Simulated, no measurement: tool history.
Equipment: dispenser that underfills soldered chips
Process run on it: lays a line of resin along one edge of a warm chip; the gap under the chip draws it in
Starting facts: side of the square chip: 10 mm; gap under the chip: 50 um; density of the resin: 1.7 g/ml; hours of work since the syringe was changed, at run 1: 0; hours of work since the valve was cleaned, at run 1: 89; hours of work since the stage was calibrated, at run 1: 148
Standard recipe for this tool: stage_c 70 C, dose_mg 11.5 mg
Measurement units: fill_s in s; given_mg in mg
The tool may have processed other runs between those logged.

| run | hour | stage_c | dose_mg | hours of work since the syringe was changed | hours of work since the valve was cleaned | hours of work since the stage was calibrated | fill_s | given_mg |
|---|---|---|---|---|---|---|---|---|
| 1 | 0 | 70 | 11.5 | 0 | 89 | 148 | 130 | 10.58 |
| 2 | 4.8 | 70 | 11.5 | 4 | 93 | 152 | 175.7 | 10.69 |
| 3 | 11 | 70 | 11.5 | 9 | 97 | 157 | 256.8 | 10.57 |
|  | 13.7 | new syringe of resin |
|  | 15.2 | dispensing valve cleaned and set on the balance |
| 4 | 15.6 | 70 | 11.5 | 1 | 0 | 159 | 128.3 | 11.58 |
| 5 | 21.6 | 70 | 11.5 | 5 | 5 | 164 | 193.1 | 11.42 |
| 6 | 26.5 | 70 | 11.5 | 9 | 9 | 167 | 261.7 | 11.46 |
|  | 28.7 | new syringe of resin |
| 7 | 33.7 | 70 | 11.5 | 4 | 14 | 173 | 172.5 | 11.4 |
| 8 | 37.4 | 70 | 11.5 | 7 | 17 | 175 | 218.6 | 11.33 |
|  | 42.7 | new syringe of resin |
| 9 | 42.7 | 58 | 11.5 | 0 | 20 | 179 | 204.5 | 11.17 |
| 10 | 48.2 | 58 | 11.5 | 4 | 25 | 183 | 293.8 | 11.11 |
| 11 | 55.1 | 58 | 11.5 | 9 | 30 | 189 | 456.4 | 11.25 |
|  | 56.7 | new syringe of resin |
| 12 | 59.4 | 58 | 11.5 | 2 | 33 | 192 | 248.2 | 11.11 |
| 13 | 65.4 | 58 | 11.5 | 7 | 38 | 196 | 373.1 | 11.11 |
| 14 | 70 | 58 | 11.5 | 10 | 41 | 200 | 495.3 | 11.15 |
|  | 71 | new syringe of resin |
| 15 | 77.2 | 58 | 11.5 | 5 | 46 | 205 | 309.1 | 10.96 |
| 16 | 81.2 | 82 | 12.7 | 8 | 49 | 208 | 144 | 12.17 |
|  | 85.3 | new syringe of resin |
| 17 | 88.5 | 67 | 12.3 | 2 | 55 | 213 | 172.5 | 11.57 |
| 18 | 94.2 | 64 | 12.5 | 7 | 59 | 218 | 289.1 | 11.77 |
|  | 99.5 | new syringe of resin |
| 19 | 100.5 | 60 | 11.8 | 1 | 64 | 222 | 204.4 | 11.05 |
| 20 | 103.5 | 60 | 11.8 | 3 | 66 | 225 | 255.5 | 11.12 |
| 21 | 108.3 | 60 | 11.8 | 7 | 70 | 228 | 345.4 | 11.05 |
| 22 | 111.2 | 79 | 11.2 | 9 | 72 | 231 | 189.4 | 10.38 |
|  | 113.5 | new syringe of resin |
| 23 | 118.4 | 63 | 10.2 | 4 | 77 | 236 | 250.4 | 9.45 |
| 24 | 123.6 | 68 | 11.3 | 8 | 81 | 240 | 272.3 | 10.51 |
|  | 127.8 | new syringe of resin |
| 25 | 128.5 | 68 | 11.3 | 1 | 84 | 243 | 148.4 | 10.35 |
| 26 | 132.5 | 68 | 11.3 | 4 | 87 | 246 | 190.6 | 10.33 |
| 27 | 137.4 | 57 | 10.3 | 7 | 91 | 250 | 439.2 | 9.42 |
| 28 | 140.9 | 68 | 14.1 | 10 | 94 | 253 | 308.1 | 12.89 |
|  | 142 | new syringe of resin |
| 29 | 146.2 | 70 | 10.6 | 3 | 98 | 256 | 176 | 9.68 |

Below are 4 alternative next runs, each starting from the tool's condition after run 29. Predict each:
|  | 149.5 | dispensing valve cleaned and set on the balance |
| A | 151.3 | 83 | 11.5 | 6 | 1 | 260 | ? | ? |
|  | 149.5 | dispensing valve cleaned and set on the balance |
| B | 151.3 | 70 | 14 | 6 | 1 | 260 | ? | ? |
|  | 149.5 | dispensing valve cleaned and set on the balance |
| C | 151.3 | 63 | 10.6 | 6 | 1 | 260 | ? | ? |
|  | 149.5 | dispensing valve cleaned and set on the balance |
| D | 151.3 | 59 | 11.5 | 6 | 1 | 260 | ? | ? |

| run | fill_s | given_mg |
|---|---|---|
| A | 127.2 | 11.39 |
| B | 206 | 13.93 |
| C | 286.9 | 10.56 |
| D | 345 | 11.43 |
The same runs, with their run-to-run variation unchanged, on a tool lacking any hidden condition would have given:
| run | fill_s | given_mg |
|---|---|---|
| A | 72.1 | 11.41 |
| B | 116.3 | 13.96 |
| C | 161.7 | 10.59 |
| D | 194 | 11.45 |
